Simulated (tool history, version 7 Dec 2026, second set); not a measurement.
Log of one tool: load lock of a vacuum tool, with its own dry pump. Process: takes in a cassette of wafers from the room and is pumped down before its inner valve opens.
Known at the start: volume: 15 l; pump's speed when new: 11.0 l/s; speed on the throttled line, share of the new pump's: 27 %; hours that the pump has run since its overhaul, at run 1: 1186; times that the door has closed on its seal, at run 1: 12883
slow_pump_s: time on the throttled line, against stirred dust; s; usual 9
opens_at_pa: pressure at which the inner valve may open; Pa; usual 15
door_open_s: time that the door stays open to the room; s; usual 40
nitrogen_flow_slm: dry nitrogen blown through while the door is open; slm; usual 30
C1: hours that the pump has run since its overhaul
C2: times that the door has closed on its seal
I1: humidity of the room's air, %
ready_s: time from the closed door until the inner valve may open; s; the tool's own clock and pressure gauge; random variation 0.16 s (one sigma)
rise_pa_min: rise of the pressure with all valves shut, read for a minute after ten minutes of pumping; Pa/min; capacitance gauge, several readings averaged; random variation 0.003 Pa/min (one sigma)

Run 1, day 0: usual settings; C1 1186; C2 12883; I1 46.6. Result: ready_s 19 s, rise_pa_min 0.055 Pa/min.
Run 2, day 4.308: usual settings but opens_at_pa 29 Pa; C1 1289; C2 13163; I1 46.8. Result: ready_s 17.9 s, rise_pa_min 0.062 Pa/min.
Run 3, day 7.325: usual settings but nitrogen_flow_slm 16 slm; C1 1362; C2 13359; I1 47.8. Result: ready_s 18.8 s, rise_pa_min 0.069 Pa/min.
Run 4, day 13.412: usual settings but nitrogen_flow_slm 16 slm; C1 1508; C2 13755; I1 46.4. Result: ready_s 19.1 s, rise_pa_min 0.067 Pa/min.
Run 5, day 18.962: usual settings but nitrogen_flow_slm 16 slm; C1 1641; C2 14116; I1 47. Result: ready_s 19 s, rise_pa_min 0.075 Pa/min.
Run 6, day 23.262: usual settings but opens_at_pa 11 Pa, nitrogen_flow_slm 16 slm; C1 1744; C2 14396; I1 44.2. Result: ready_s 19.4 s, rise_pa_min 0.067 Pa/min.
Run 7, day 28.146: usual settings; C1 1861; C2 14713; I1 44.5. Result: ready_s 19.1 s, rise_pa_min 0.057 Pa/min.
Run 8, day 32.979: usual settings; C1 1977; C2 15027; I1 46.7. Result: ready_s 19 s, rise_pa_min 0.059 Pa/min.
Run 9, day 37.412: usual settings; C1 2084; C2 15316; I1 46.5. Result: ready_s 19.2 s, rise_pa_min 0.062 Pa/min.
Run 10, day 41.8: usual settings; C1 2189; C2 15601; I1 45.2. Result: ready_s 19 s, rise_pa_min 0.06 Pa/min.
Run 11, day 45.558: usual settings but slow_pump_s 4 s; C1 2279; C2 15846; I1 46.4. Result: ready_s 15.5 s, rise_pa_min 0.059 Pa/min.
Run 12, day 50.308: usual settings but slow_pump_s 4 s, opens_at_pa 20 Pa; C1 2393; C2 16155; I1 40.2. Result: ready_s 15 s, rise_pa_min 0.06 Pa/min.
Run 13, day 56.438: usual settings but door_open_s 51 s; C1 2540; C2 16553; I1 42.2. Result: ready_s 19.3 s, rise_pa_min 0.061 Pa/min.
Run 14, day 60.154: usual settings but door_open_s 51 s; C1 2629; C2 16795; I1 45.5. Result: ready_s 19.5 s, rise_pa_min 0.073 Pa/min.
Run 15, day 63.083: usual settings but door_open_s 51 s; C1 2700; C2 16986; I1 43.3. Result: ready_s 19.1 s, rise_pa_min 0.064 Pa/min.
Run 16, day 68.158: usual settings but door_open_s 51 s; C1 2822; C2 17316; I1 43.6. Result: ready_s 19.5 s, rise_pa_min 0.069 Pa/min.
Run 17, day 72.492: usual settings but door_open_s 51 s, nitrogen_flow_slm 14 slm; C1 2926; C2 17597; I1 45.4. Result: ready_s 19.3 s, rise_pa_min 0.086 Pa/min.
Run 18, day 78.383: usual settings but door_open_s 51 s, nitrogen_flow_slm 14 slm; C1 3067; C2 17981; I1 47.2. Result: ready_s 19.2 s, rise_pa_min 0.088 Pa/min.
Run 19, day 81.029: usual settings; C1 3130; C2 18153; I1 42.7. Result: ready_s 19.6 s, rise_pa_min 0.068 Pa/min.
Run 20, day 85.262: usual settings but slow_pump_s 5 s, opens_at_pa 19 Pa, nitrogen_flow_slm 5 slm; C1 3232; C2 18428; I1 45. Result: ready_s 16 s, rise_pa_min 0.1 Pa/min.
Run 21, day 91.4: usual settings but slow_pump_s 5 s, opens_at_pa 24 Pa, door_open_s 60 s, nitrogen_flow_slm 5 slm; C1 3379; C2 18827; I1 44.7. Result: ready_s 15.9 s, rise_pa_min 0.106 Pa/min.
Run 22, day 94.542: usual settings but slow_pump_s 5 s, opens_at_pa 24 Pa, door_open_s 60 s, nitrogen_flow_slm 5 slm; C1 3455; C2 19032; I1 46.9. Result: ready_s 15.9 s, rise_pa_min 0.111 Pa/min.
Run 23, day 98.075: usual settings but door_open_s 97 s; C1 3540; C2 19262; I1 46.5. Result: ready_s 19.5 s, rise_pa_min 0.086 Pa/min.
Run 24, day 103.212: usual settings but door_open_s 239 s, nitrogen_flow_slm 17 slm; C1 3663; C2 19596; I1 47.3. Result: ready_s 19.5 s, rise_pa_min 0.118 Pa/min.
Run 25, day 109.308: usual settings but slow_pump_s 15 s, opens_at_pa 17 Pa, door_open_s 50 s, nitrogen_flow_slm 9 slm; C1 3809; C2 19992; I1 40.6. Result: ready_s 23.7 s, rise_pa_min 0.091 Pa/min.
Run 26, day 112.958: usual settings but slow_pump_s 15 s, opens_at_pa 17 Pa, door_open_s 50 s, nitrogen_flow_slm 9 slm; C1 3897; C2 20229; I1 45.8. Result: ready_s 24 s, rise_pa_min 0.105 Pa/min.
Run 27, day 117.425: usual settings but nitrogen_flow_slm 22 slm; C1 4004; C2 20520; I1 44.5. Result: ready_s 19.8 s, rise_pa_min 0.078 Pa/min.
Run 28, day 121.625: usual settings but slow_pump_s 4 s, opens_at_pa 16 Pa, door_open_s 157 s, nitrogen_flow_slm 5 slm; C1 4105; C2 20793; I1 43. Result: ready_s 16.1 s, rise_pa_min 0.137 Pa/min.
Run 29, day 125.629: usual settings but slow_pump_s 4 s, opens_at_pa 16 Pa, door_open_s 157 s, nitrogen_flow_slm 13 slm; C1 4201; C2 21054; I1 45.8. Result: ready_s 16.5 s, rise_pa_min 0.122 Pa/min.
Run 30, day 129.196: usual settings but slow_pump_s 17 s, opens_at_pa 16 Pa, door_open_s 157 s, nitrogen_flow_slm 9 slm; C1 4287; C2 21286; I1 42.7. Result: ready_s 25.3 s, rise_pa_min 0.123 Pa/min.
Run 31, day 133.667: usual settings but slow_pump_s 6 s, opens_at_pa 30 Pa, door_open_s 37 s, nitrogen_flow_slm 9 slm; C1 4394; C2 21576; I1 45.7. Result: ready_s 16.7 s, rise_pa_min 0.096 Pa/min.
Run 32, day 136.8: usual settings but opens_at_pa 20 Pa, door_open_s 199 s; C1 4469; C2 21780; I1 47.7. Result: ready_s 19.4 s, rise_pa_min 0.106 Pa/min.
Run 33, day 139.475: usual settings but slow_pump_s 8 s, opens_at_pa 20 Pa, door_open_s 199 s, nitrogen_flow_slm 19 slm; C1 4533; C2 21954; I1 46. Result: ready_s 18.7 s, rise_pa_min 0.12 Pa/min.
Run 34, day 142.217: usual settings but slow_pump_s 8 s, opens_at_pa 10 Pa, door_open_s 68 s, nitrogen_flow_slm 8 slm; C1 4599; C2 22132; I1 47.1. Result: ready_s 19.8 s, rise_pa_min 0.122 Pa/min.
Run 35, day 145.088: usual settings but slow_pump_s 5 s, opens_at_pa 30 Pa, door_open_s 41 s, nitrogen_flow_slm 40 slm; C1 4668; C2 22319; I1 44.9. Result: ready_s 15.9 s, rise_pa_min 0.079 Pa/min.
Run 36, day 151.129: usual settings but slow_pump_s 5 s, opens_at_pa 30 Pa, door_open_s 41 s, nitrogen_flow_slm 40 slm; C1 4813; C2 22712; I1 44.5. Result: ready_s 16.1 s, rise_pa_min 0.078 Pa/min.
Run 37, day 155.392: usual settings but slow_pump_s 5 s, nitrogen_flow_slm 5 slm; C1 4915; C2 22989; I1 42.9. Result: ready_s 17 s, rise_pa_min 0.111 Pa/min.

Run 38 comes next. What will it give?
Run 38, day 158.592: usual settings but opens_at_pa 13 Pa; C1 4992; C2 23198; I1 39.9. Result: ready_s ?, rise_pa_min ?.

{"run 38": {"ready_s": 20, "rise_pa_min": 0.085}}
Without the tool's hidden state the same run would have given ready_s 18.7 s, rise_pa_min 0.03 Pa/min.
